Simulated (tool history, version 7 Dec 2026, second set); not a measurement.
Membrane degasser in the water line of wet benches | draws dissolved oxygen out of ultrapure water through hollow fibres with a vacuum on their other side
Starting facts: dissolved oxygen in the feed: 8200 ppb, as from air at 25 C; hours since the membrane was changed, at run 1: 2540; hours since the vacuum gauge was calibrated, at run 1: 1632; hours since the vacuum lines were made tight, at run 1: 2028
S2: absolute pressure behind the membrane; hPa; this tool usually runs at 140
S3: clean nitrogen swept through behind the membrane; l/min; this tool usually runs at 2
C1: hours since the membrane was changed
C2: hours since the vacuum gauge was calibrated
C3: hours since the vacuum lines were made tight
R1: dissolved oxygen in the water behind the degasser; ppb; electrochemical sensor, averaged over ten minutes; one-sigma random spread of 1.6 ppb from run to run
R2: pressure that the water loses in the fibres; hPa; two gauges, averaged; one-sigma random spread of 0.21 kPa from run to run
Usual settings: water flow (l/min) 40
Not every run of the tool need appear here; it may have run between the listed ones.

run 1 hour=0 | water_flow_(l/min)=40 S2=140 S3=2 | C1=2540 C2=1632 C3=2028 | R1=477.7 R2=476.6
run 2 hour=31 | water_flow_(l/min)=40 S2=140 S3=2 | C1=2571 C2=1663 C3=2059 | R1=478.6 R2=476.7
run 3 hour=66 | water_flow_(l/min)=40 S2=140 S3=2 | C1=2606 C2=1698 C3=2094 | R1=478.3 R2=474.8
run 4 hour=103 | water_flow_(l/min)=40 S2=140 S3=2 | C1=2643 C2=1735 C3=2131 | R1=480.3 R2=479.7
run 5 hour=139.2 | water_flow_(l/min)=40 S2=140 S3=2 | C1=2679 C2=1771 C3=2167 | R1=480.6 R2=481.7
run 6 hour=196.7 | water_flow_(l/min)=40 S2=140 S3=2 | C1=2736 C2=1828 C3=2224 | R1=480.3 R2=476.1
run 7 hour=238.7 | water_flow_(l/min)=40 S2=140 S3=2 | C1=2778 C2=1870 C3=2266 | R1=478.1 R2=476.3
run 8 hour=271.8 | water_flow_(l/min)=40 S2=159 S3=2 | C1=2812 C2=1904 C3=2299 | R1=556.3 R2=482.3
run 9 hour=328.2 | water_flow_(l/min)=40 S2=140 S3=2 | C1=2868 C2=1960 C3=2356 | R1=481.5 R2=480.3
run 10 hour=377.5 | water_flow_(l/min)=40 S2=140 S3=2.06 | C1=2917 C2=2009 C3=2405 | R1=470.7 R2=480
run 11 hour=427 | water_flow_(l/min)=29 S2=140 S3=2 | C1=2967 C2=2059 C3=2455 | R1=359.6 R2=346.5
run 12 hour=460.8 | water_flow_(l/min)=29 S2=246 S3=2 | C1=3000 C2=2093 C3=2488 | R1=673.5 R2=350.6
-- hour=465.5 vacuum gauge calibrated
run 13 hour=496.7 | water_flow_(l/min)=29 S2=246 S3=2 | C1=3036 C2=31 C3=2524 | R1=680.1 R2=352.3

Predict the results of run 14:
run 14 hour=559.3 | water_flow_(l/min)=30 S2=240 S3=3.27 | C1=3099 C2=94 C3=2586 | R1=? R2=?

For run 14 the tool returned R1 444.2 ppb, R2 361 hPa.
If the tool had no hidden condition, the same run with the same run-to-run variation would have returned R1 435 ppb, R2 350.8 hPa.

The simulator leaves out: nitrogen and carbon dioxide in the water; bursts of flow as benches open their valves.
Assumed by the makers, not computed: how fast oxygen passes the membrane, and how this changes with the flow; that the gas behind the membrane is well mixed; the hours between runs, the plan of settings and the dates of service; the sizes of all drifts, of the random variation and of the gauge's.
